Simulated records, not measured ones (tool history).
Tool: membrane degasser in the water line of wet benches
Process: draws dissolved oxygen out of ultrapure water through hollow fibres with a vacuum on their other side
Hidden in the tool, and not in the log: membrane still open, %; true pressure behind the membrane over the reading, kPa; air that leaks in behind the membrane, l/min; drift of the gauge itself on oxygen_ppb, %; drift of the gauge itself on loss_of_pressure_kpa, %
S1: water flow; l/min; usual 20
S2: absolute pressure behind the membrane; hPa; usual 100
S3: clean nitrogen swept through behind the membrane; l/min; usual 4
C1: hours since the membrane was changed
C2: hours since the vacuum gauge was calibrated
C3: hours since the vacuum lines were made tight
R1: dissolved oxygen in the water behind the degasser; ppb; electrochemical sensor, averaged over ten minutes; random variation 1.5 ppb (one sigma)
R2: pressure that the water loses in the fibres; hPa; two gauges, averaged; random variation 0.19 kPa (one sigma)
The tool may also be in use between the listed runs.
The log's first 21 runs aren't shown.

run,hour,S1,S2,S3,C1,C2,C3,R1,R2
22,1941.8,20,181,3.56,6719,511,973,272.9,384
# hour 1955.6: vacuum gauge calibrated, once more
23,2055.9,24,66,4.64,6833,100,1087,190.9,463.9
24,2148.6,24,66,4.64,6925,193,1179,192,464.3
25,2279.2,24,66,4.64,7056,324,1310,193,464.8
26,2386.7,20,77,8.34,7164,431,1417,105.7,387.7
27,2501.9,12,77,8.34,7279,546,1533,23,230.5
28,2572.9,12,96,8.34,7350,617,1603,30.3,233.6
29,2666.8,16,100,4,7444,711,1697,96.5,310
30,2778.4,16,225,4,7555,823,1809,219.8,313.8
31,2883.1,16,225,4,7660,927,1914,215.3,308.7

4 ways to go on from here, each from the tool as it stands after run 31. What would each give?
A,2958.5,27,100,4,7735,1003,1989,?,?
B,2958.5,16,225,6.67,7735,1003,1989,?,?
C,2958.5,20,122,2.17,7735,1003,1989,?,?
D,2958.5,16,225,4,7735,1003,1989,?,?

run,R1,R2
A,322,519.2
B,142,309.5
C,271.3,389
D,216.7,309.8
Without the tool's hidden state the same runs would have given:
run,R1,R2
A,302.7,506.9
B,136.7,302.2
C,260.7,379.9
D,210.3,302.4
